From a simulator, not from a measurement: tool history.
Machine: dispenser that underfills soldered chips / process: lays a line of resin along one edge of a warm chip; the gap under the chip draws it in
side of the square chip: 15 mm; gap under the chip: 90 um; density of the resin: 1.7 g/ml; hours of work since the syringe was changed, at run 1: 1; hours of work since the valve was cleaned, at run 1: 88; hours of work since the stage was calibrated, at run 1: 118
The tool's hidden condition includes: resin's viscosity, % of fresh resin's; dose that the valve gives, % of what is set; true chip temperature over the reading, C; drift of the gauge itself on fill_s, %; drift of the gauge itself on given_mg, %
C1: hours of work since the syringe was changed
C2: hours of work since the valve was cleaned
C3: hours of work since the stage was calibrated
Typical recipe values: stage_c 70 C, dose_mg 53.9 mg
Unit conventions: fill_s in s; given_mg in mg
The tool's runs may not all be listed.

{"run": 1, "hour": 0.0, "stage_c": 70, "dose_mg": 53.9, "C1": 1, "C2": 88, "C3": 118, "fill_s": 142, "given_mg": 49.87}
{"run": 2, "hour": 2.1, "stage_c": 70, "dose_mg": 53.9, "C1": 2, "C2": 89, "C3": 120, "fill_s": 158.3, "given_mg": 49.61}
{"hour": 6.9, "done": "new syringe of resin"}
{"run": 3, "hour": 7.0, "stage_c": 70, "dose_mg": 53.9, "C1": 0, "C2": 92, "C3": 123, "fill_s": 135.4, "given_mg": 49.42}
{"run": 4, "hour": 10.5, "stage_c": 70, "dose_mg": 53.9, "C1": 2, "C2": 94, "C3": 125, "fill_s": 157.1, "given_mg": 49.12}
{"run": 5, "hour": 14.1, "stage_c": 70, "dose_mg": 53.9, "C1": 5, "C2": 97, "C3": 128, "fill_s": 190, "given_mg": 49.35}
{"hour": 15.0, "done": "new syringe of resin"}
{"hour": 16.5, "done": "dispensing valve cleaned and set on the balance"}
{"run": 6, "hour": 18.0, "stage_c": 70, "dose_mg": 53.9, "C1": 1, "C2": 1, "C3": 129, "fill_s": 145.7, "given_mg": 53.86}
{"run": 7, "hour": 20.9, "stage_c": 70, "dose_mg": 53.9, "C1": 3, "C2": 3, "C3": 131, "fill_s": 166.4, "given_mg": 53.67}
{"hour": 23.9, "done": "new syringe of resin"}
{"run": 8, "hour": 25.6, "stage_c": 70, "dose_mg": 48.5, "C1": 1, "C2": 6, "C3": 134, "fill_s": 146.3, "given_mg": 48.16}
{"run": 9, "hour": 30.4, "stage_c": 83, "dose_mg": 62.2, "C1": 4, "C2": 9, "C3": 137, "fill_s": 116.3, "given_mg": 62.06}
{"hour": 31.9, "done": "new syringe of resin"}
{"run": 10, "hour": 34.8, "stage_c": 77, "dose_mg": 58.4, "C1": 2, "C2": 12, "C3": 140, "fill_s": 118.5, "given_mg": 57.66}
{"run": 11, "hour": 37.0, "stage_c": 58, "dose_mg": 49.1, "C1": 3, "C2": 13, "C3": 142, "fill_s": 255, "given_mg": 48.46}
{"run": 12, "hour": 39.3, "stage_c": 65, "dose_mg": 48.3, "C1": 5, "C2": 15, "C3": 143, "fill_s": 223.9, "given_mg": 47.6}
{"hour": 40.0, "done": "new syringe of resin"}
{"run": 13, "hour": 42.8, "stage_c": 57, "dose_mg": 50.8, "C1": 2, "C2": 17, "C3": 145, "fill_s": 240.9, "given_mg": 50.03}
{"run": 14, "hour": 47.2, "stage_c": 57, "dose_mg": 50.8, "C1": 5, "C2": 20, "C3": 148, "fill_s": 296, "given_mg": 49.99}
{"hour": 47.9, "done": "new syringe of resin"}
{"run": 15, "hour": 50.2, "stage_c": 57, "dose_mg": 50.8, "C1": 2, "C2": 22, "C3": 150, "fill_s": 232.5, "given_mg": 49.83}

Consider 3 possible next runs. They are alternatives, not a sequence: every one starts from the tool as it was left by run 15. What does each give?
{"run": "A", "hour": 53.9, "stage_c": 59, "dose_mg": 57.8, "C1": 4, "C2": 24, "C3": 152, "fill_s": "?", "given_mg": "?"}
{"run": "B", "hour": 53.9, "stage_c": 69, "dose_mg": 66, "C1": 4, "C2": 24, "C3": 152, "fill_s": "?", "given_mg": "?"}
{"run": "C", "hour": 53.9, "stage_c": 74, "dose_mg": 50.8, "C1": 4, "C2": 24, "C3": 152, "fill_s": "?", "given_mg": "?"}

run=A fill_s=250.5 given_mg=56.66
run=B fill_s=177 given_mg=64.34
run=C fill_s=151.6 given_mg=49.52
Take away the tool's hidden state, keep each run's random variation, and the runs would have read:
run=A fill_s=192.8 given_mg=57.93
run=B fill_s=136.3 given_mg=65.77
run=C fill_s=116.4 given_mg=50.63
